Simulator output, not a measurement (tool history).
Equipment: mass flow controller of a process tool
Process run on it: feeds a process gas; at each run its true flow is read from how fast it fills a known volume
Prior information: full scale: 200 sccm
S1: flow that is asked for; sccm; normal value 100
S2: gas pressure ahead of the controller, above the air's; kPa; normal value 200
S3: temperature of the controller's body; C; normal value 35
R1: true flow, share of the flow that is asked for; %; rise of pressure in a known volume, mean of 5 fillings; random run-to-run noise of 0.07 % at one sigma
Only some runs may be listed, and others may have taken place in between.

run,hour,S1,S2,S3,R1
1,0,100,200,35,98.71
2,125.9,100,200,35,98.51
3,266,100,200,35,98.55
4,346.9,100,200,35,98.48
5,462.2,104,200,35,98.6
6,540.1,100,200,29,99.16
7,686.5,100,200,35,98.59
8,831.7,100,200,33,98.61
9,975.4,47,213,34,98.73
10,1094.6,29,164,34,98.35

What will run 11 give?
11,1185.4,40,195,38,?

Logged for run 11: R1 98.11 %.
Take away the tool's hidden state, keep the run-to-run variation as it was, and the same run would have given R1 97.65 %.
